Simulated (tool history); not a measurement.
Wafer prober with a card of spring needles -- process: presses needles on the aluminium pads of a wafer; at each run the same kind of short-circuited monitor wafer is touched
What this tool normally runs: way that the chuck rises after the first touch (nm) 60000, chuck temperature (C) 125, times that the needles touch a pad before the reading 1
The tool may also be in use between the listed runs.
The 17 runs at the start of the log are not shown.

run   hour  way that the chuck rises after the first touch (nm)  chuck temperature (C)  times that the needles touch a pad before the reading  resistance of one needle with its contact and lead (mohm)  way that a needle slides on the pad (nm)
     120.9  -- tips cleaned on abrasive film
 18  123.2                                                41000                    125                                                      2                                                        182                                      8150
     125.4  -- tips cleaned on abrasive film
     130.2  -- tips cleaned on abrasive film
 19  133.1                                                60000                     88                                                      2                                                        171                                     11940
     134.8  -- tips cleaned on abrasive film
     140.2  -- tips cleaned on abrasive film
 20  142.3                                                60000                     88                                                      2                                                        167                                     11980
     144.7  -- tips cleaned on abrasive film
     149.7  -- tips cleaned on abrasive film
 21  152.7                                                43000                    124                                                      1                                                        182                                      8550
     154.5  -- tips cleaned on abrasive film
     159.4  -- tips cleaned on abrasive film
 22  159.4                                                56000                     25                                                      3                                                        161                                     11020
     163.9  -- tips cleaned on abrasive film
     169.0  -- tips cleaned on abrasive film
 23  169.1                                                56000                     25                                                      3                                                        156                                     11040
     173.5  -- tips cleaned on abrasive film
 24  175.1                                                60000                     90                                                      1                                                        168                                     11820
     178.1  -- tips cleaned on abrasive film
     183.1  -- tips cleaned on abrasive film
 25  184.0                                                60000                    125                                                      3                                                        174                                     11850
     187.7  -- tips cleaned on abrasive film
 26  188.7                                                53000                     65                                                      2                                                        163                                     10380
     192.6  -- tips cleaned on abrasive film
     197.2  -- tips cleaned on abrasive film
 27  197.3                                                53000                     65                                                      2                                                        166                                     10450
     202.3  -- tips cleaned on abrasive film
 28  204.7                                                61000                     26                                                      3                                                        156                                     11960
     207.0  -- tips cleaned on abrasive film
     211.5  -- tips cleaned on abrasive film
 29  215.4                                                53000                     31                                                      1                                                        158                                     10310
     216.0  -- tips cleaned on abrasive film
     220.7  -- tips cleaned on abrasive film
 30  224.1                                                47000                     50                                                      2                                                        165                                      9140
     225.2  -- tips cleaned on abrasive film
     230.3  -- tips cleaned on abrasive film
 31  234.1                                                61000                     77                                                      2                                                        168                                     11860

Forecast each of these 3 alternatives for the next run:
     234.7  -- tips cleaned on abrasive film
  A  239.0                                                60000                    125                                                      2                                                          ?                                         ?
     234.7  -- tips cleaned on abrasive film
  B  239.0                                                77000                     77                                                      2                                                          ?                                         ?
     234.7  -- tips cleaned on abrasive film
  C  239.0                                                61000                     76                                                      2                                                          ?                                         ?

run  resistance of one needle with its contact and lead (mohm)  way that a needle slides on the pad (nm)
  A                                                        180                                     11610
  B                                                        166                                     14960
  C                                                        167                                     11790
Without the tool's unlogged condition, the same runs would have read:
run  resistance of one needle with its contact and lead (mohm)  way that a needle slides on the pad (nm)
  A                                                        180                                     12040
  B                                                        166                                     15510
  C                                                        167                                     12230
